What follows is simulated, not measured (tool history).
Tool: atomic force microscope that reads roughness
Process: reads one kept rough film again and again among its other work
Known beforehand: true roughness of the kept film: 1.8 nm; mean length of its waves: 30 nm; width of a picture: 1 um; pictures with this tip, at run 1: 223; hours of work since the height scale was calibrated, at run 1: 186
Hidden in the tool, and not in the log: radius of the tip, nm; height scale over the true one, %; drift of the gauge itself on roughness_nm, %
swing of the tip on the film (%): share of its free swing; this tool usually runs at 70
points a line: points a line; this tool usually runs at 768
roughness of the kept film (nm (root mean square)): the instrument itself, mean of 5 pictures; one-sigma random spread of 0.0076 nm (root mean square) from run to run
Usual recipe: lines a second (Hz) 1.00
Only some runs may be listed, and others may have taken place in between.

| run | hour | lines a second (Hz) | swing of the tip on the film (%) | points a line | pictures with this tip | hours of work since the height scale was calibrated | roughness of the kept film (nm (root mean square)) |
|---|---|---|---|---|---|---|---|
| 1 | 0.0 | 1.00 | 70 | 768 | 223 | 186 | 1.517 |
| 2 | 10.0 | 1.00 | 70 | 768 | 235 | 191 | 1.507 |
| 3 | 16.4 | 1.27 | 70 | 768 | 242 | 194 | 1.489 |
| 4 | 29.3 | 1.27 | 70 | 768 | 257 | 201 | 1.487 |
| 5 | 39.1 | 2.23 | 70 | 768 | 268 | 206 | 1.386 |
| 6 | 49.5 | 1.00 | 83 | 768 | 280 | 212 | 1.411 |
| 7 | 59.4 | 1.00 | 83 | 768 | 291 | 217 | 1.416 |
| 8 | 66.2 | 1.00 | 83 | 768 | 299 | 220 | 1.390 |
| 9 | 77.2 | 3.22 | 83 | 768 | 312 | 226 | 1.115 |
| 10 | 83.8 | 3.32 | 83 | 768 | 319 | 230 | 1.091 |
| 11 | 89.9 | 3.32 | 83 | 768 | 326 | 233 | 1.099 |
| 12 | 98.5 | 1.00 | 70 | 768 | 336 | 237 | 1.467 |
| 13 | 105.9 | 1.00 | 70 | 768 | 344 | 241 | 1.468 |
| 14 | 115.6 | 1.00 | 70 | 768 | 356 | 246 | 1.465 |
| 15 | 124.6 | 1.00 | 70 | 768 | 366 | 251 | 1.469 |
| 16 | 133.1 | 1.28 | 70 | 768 | 376 | 255 | 1.433 |
| 17 | 139.4 | 1.00 | 70 | 768 | 383 | 259 | 1.464 |
| 18 | 149.9 | 1.00 | 70 | 768 | 395 | 264 | 1.449 |
|  | 154.1 | new tip fitted |
| 19 | 158.0 | 1.00 | 70 | 768 | 4 | 268 | 1.620 |
| 20 | 169.1 | 1.00 | 70 | 768 | 17 | 274 | 1.609 |
| 21 | 179.8 | 1.00 | 70 | 768 | 29 | 279 | 1.609 |
| 22 | 191.1 | 1.00 | 70 | 768 | 42 | 285 | 1.590 |
| 23 | 202.1 | 2.37 | 70 | 768 | 55 | 291 | 1.467 |
| 24 | 214.8 | 1.00 | 70 | 768 | 69 | 298 | 1.584 |
| 25 | 221.4 | 1.00 | 70 | 768 | 77 | 301 | 1.584 |
| 26 | 233.2 | 1.00 | 70 | 768 | 90 | 307 | 1.583 |
| 27 | 244.8 | 0.99 | 70 | 768 | 104 | 314 | 1.566 |
| 28 | 253.2 | 0.99 | 70 | 768 | 113 | 318 | 1.565 |
| 29 | 262.6 | 0.79 | 82 | 549 | 124 | 323 | 1.514 |
| 30 | 270.4 | 0.79 | 82 | 549 | 133 | 327 | 1.509 |
| 31 | 280.4 | 1.28 | 80 | 768 | 144 | 332 | 1.455 |
| 32 | 288.6 | 1.79 | 83 | 301 | 154 | 336 | 1.331 |
| 33 | 293.9 | 1.79 | 83 | 301 | 160 | 339 | 1.316 |
| 34 | 304.1 | 1.79 | 83 | 569 | 171 | 345 | 1.330 |
| 35 | 310.0 | 1.47 | 81 | 569 | 178 | 348 | 1.401 |
| 36 | 319.4 | 1.12 | 77 | 298 | 189 | 353 | 1.468 |
| 37 | 330.0 | 2.39 | 65 | 736 | 201 | 358 | 1.460 |
| 38 | 338.9 | 0.60 | 72 | 308 | 211 | 363 | 1.556 |
| 39 | 347.3 | 1.11 | 64 | 768 | 221 | 367 | 1.541 |
| 40 | 356.2 | 1.43 | 63 | 953 | 231 | 372 | 1.515 |
| 41 | 364.6 | 2.63 | 57 | 751 | 241 | 376 | 1.509 |
| 42 | 370.0 | 3.49 | 59 | 915 | 247 | 379 | 1.439 |
| 43 | 376.3 | 3.60 | 66 | 461 | 254 | 382 | 1.345 |
| 44 | 382.2 | 1.46 | 70 | 442 | 261 | 385 | 1.462 |
| 45 | 392.3 | 1.46 | 63 | 316 | 272 | 391 | 1.482 |
| 46 | 399.0 | 1.02 | 78 | 768 | 280 | 394 | 1.450 |
| 47 | 407.7 | 1.00 | 70 | 438 | 290 | 399 | 1.495 |
| 48 | 418.6 | 1.35 | 73 | 990 | 302 | 404 | 1.436 |
| 49 | 426.7 | 1.35 | 73 | 990 | 311 | 409 | 1.437 |
| 50 | 436.0 | 1.35 | 85 | 943 | 322 | 414 | 1.324 |
| 51 | 443.8 | 1.35 | 85 | 943 | 331 | 418 | 1.311 |

Consider 5 possible next runs. They are alternatives, not a sequence: every one starts from the tool as it was left by run 51. What does each give?
| A | 449.3 | 1.35 | 58 | 670 | 337 | 421 | ? |
| B | 449.3 | 1.00 | 70 | 344 | 337 | 421 | ? |
| C | 449.3 | 1.22 | 70 | 388 | 337 | 421 | ? |
| D | 449.3 | 1.35 | 84 | 943 | 337 | 421 | ? |
| E | 449.3 | 2.74 | 59 | 534 | 337 | 421 | ? |

| run | roughness of the kept film (nm (root mean square)) |
|---|---|
| A | 1.496 |
| B | 1.457 |
| C | 1.445 |
| D | 1.327 |
| E | 1.445 |
Had the tool no hidden state, the same runs would have come out as:
| run | roughness of the kept film (nm (root mean square)) |
|---|---|
| A | 1.646 |
| B | 1.603 |
| C | 1.590 |
| D | 1.460 |
| E | 1.589 |

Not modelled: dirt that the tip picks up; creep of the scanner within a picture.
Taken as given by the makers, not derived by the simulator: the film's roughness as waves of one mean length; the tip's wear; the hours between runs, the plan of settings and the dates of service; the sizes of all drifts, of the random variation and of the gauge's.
